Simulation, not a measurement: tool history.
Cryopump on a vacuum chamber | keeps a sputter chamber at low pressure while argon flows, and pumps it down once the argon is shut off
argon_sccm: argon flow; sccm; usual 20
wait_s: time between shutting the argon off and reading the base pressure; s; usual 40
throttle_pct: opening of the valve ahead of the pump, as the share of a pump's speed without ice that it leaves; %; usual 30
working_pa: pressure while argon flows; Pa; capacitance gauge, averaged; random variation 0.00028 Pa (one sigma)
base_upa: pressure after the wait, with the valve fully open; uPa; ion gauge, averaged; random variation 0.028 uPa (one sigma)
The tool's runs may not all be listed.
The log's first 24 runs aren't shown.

{"run": 25, "hour": 288.6, "argon_sccm": 28, "wait_s": 22, "throttle_pct": 24, "working_pa": 0.0948, "base_upa": 3.76}
{"run": 26, "hour": 295.7, "argon_sccm": 28, "wait_s": 22, "throttle_pct": 24, "working_pa": 0.0956, "base_upa": 3.72}
{"run": 27, "hour": 308.9, "argon_sccm": 28, "wait_s": 22, "throttle_pct": 24, "working_pa": 0.0946, "base_upa": 3.8}
{"run": 28, "hour": 323.6, "argon_sccm": 28, "wait_s": 30, "throttle_pct": 28, "working_pa": 0.0818, "base_upa": 3.2}
{"run": 29, "hour": 336.4, "argon_sccm": 28, "wait_s": 30, "throttle_pct": 17, "working_pa": 0.1328, "base_upa": 3.24}
{"run": 30, "hour": 349.5, "argon_sccm": 28, "wait_s": 30, "throttle_pct": 24, "working_pa": 0.0952, "base_upa": 3.19}
{"run": 31, "hour": 360.9, "argon_sccm": 36, "wait_s": 31, "throttle_pct": 17, "working_pa": 0.1714, "base_upa": 3.23}
{"run": 32, "hour": 376.2, "argon_sccm": 12, "wait_s": 180, "throttle_pct": 30, "working_pa": 0.0331, "base_upa": 1.95}
{"run": 33, "hour": 385.9, "argon_sccm": 29, "wait_s": 65, "throttle_pct": 30, "working_pa": 0.0803, "base_upa": 2.37}
{"run": 34, "hour": 395.8, "argon_sccm": 29, "wait_s": 216, "throttle_pct": 55, "working_pa": 0.045, "base_upa": 1.89}

4 ways to go on from here, each from the tool as it stands after run 34. What would each give?
{"run": "A", "hour": 410.9, "argon_sccm": 10, "wait_s": 43, "throttle_pct": 55, "working_pa": "?", "base_upa": "?"}
{"run": "B", "hour": 410.9, "argon_sccm": 18, "wait_s": 121, "throttle_pct": 19, "working_pa": "?", "base_upa": "?"}
{"run": "C", "hour": 410.9, "argon_sccm": 10, "wait_s": 216, "throttle_pct": 36, "working_pa": "?", "base_upa": "?"}
{"run": "D", "hour": 410.9, "argon_sccm": 26, "wait_s": 36, "throttle_pct": 30, "working_pa": "?", "base_upa": "?"}

run=A working_pa=0.0157 base_upa=2.73
run=B working_pa=0.077 base_upa=2.08
run=C working_pa=0.0233 base_upa=1.88
run=D working_pa=0.0716 base_upa=3.08
Without the tool's hidden state the same runs would have given:
run=A working_pa=0.0144 base_upa=1.18
run=B working_pa=0.0747 base_upa=0.51
run=C working_pa=0.022 base_upa=0.36
run=D working_pa=0.0682 base_upa=1.48
